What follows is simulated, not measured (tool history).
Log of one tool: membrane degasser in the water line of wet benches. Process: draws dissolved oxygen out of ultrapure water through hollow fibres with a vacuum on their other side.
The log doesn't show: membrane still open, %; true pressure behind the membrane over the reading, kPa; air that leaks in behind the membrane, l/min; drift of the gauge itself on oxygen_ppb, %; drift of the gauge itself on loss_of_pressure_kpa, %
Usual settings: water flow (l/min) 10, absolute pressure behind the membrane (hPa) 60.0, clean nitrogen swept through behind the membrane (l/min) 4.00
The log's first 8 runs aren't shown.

run,day,water flow (l/min),absolute pressure behind the membrane (hPa),clean nitrogen swept through behind the membrane (l/min),hours since the membrane was changed,hours since the vacuum gauge was calibrated,hours since the vacuum lines were made tight,dissolved oxygen in the water behind the degasser (ppb),pressure that the water loses in the fibres (hPa)
9,14.938,10,60.0,4.00,560,127,4574,36.5,451.1
# day 16.108: vacuum gauge calibrated, once more
10,16.725,10,60.0,4.00,603,15,4616,34.7,453.8
11,18.129,10,60.0,4.00,636,48,4650,34.7,453.2
12,19.279,12,60.0,4.00,664,76,4678,47.3,544.8
13,20.917,12,60.0,4.00,703,115,4717,47.2,543.9
14,22.500,10,60.0,4.00,741,153,4755,35.2,452.5
15,25.021,10,60.0,4.00,802,214,4815,34.6,453.8
16,27.292,10,60.0,4.00,856,268,4870,34.6,451.4
17,28.562,10,60.0,4.00,887,299,4900,35.3,454.3
18,30.938,10,60.0,4.00,944,356,4957,34.4,451.2
19,32.467,13,76.5,4.00,980,393,4994,68.3,587.4
20,34.258,11,72.4,10.48,1023,436,5037,31.8,497.2
21,35.508,11,72.4,10.48,1054,466,5067,31.9,496.4
22,37.575,11,72.4,10.48,1103,515,5117,32.5,499.8
23,39.233,11,72.4,10.48,1143,555,5156,32.9,501.1
24,41.496,10,148.0,3.72,1197,609,5211,95.3,453.3
25,44.000,9,60.0,4.00,1257,669,5271,30.3,409.3
26,46.571,9,60.0,4.00,1319,731,5333,30.0,405.6
27,47.846,9,60.0,4.00,1350,762,5363,29.8,406.9
28,49.125,9,60.0,4.00,1380,792,5394,30.0,409.0
29,50.300,10,63.8,4.00,1408,821,5422,37.6,455.7
30,51.950,13,36.6,3.03,1448,860,5462,36.6,592.6
31,53.388,10,60.0,1.75,1483,895,5496,58.3,457.0

Forecast each of these 3 alternatives for the next run:
A,55.817,12,60.0,2.40,1541,953,5554,?,?
B,55.817,10,91.6,1.75,1541,953,5554,?,?
C,55.817,12,126.2,2.90,1541,953,5554,?,?

run,dissolved oxygen in the water behind the degasser (ppb),pressure that the water loses in the fibres (hPa)
A,61.6,548.9
B,103.6,459.7
C,123.4,542.5
Without the tool's hidden state the same runs would have given:
run,dissolved oxygen in the water behind the degasser (ppb),pressure that the water loses in the fibres (hPa)
A,58.6,544.9
B,99.0,456.4
C,118.8,538.6

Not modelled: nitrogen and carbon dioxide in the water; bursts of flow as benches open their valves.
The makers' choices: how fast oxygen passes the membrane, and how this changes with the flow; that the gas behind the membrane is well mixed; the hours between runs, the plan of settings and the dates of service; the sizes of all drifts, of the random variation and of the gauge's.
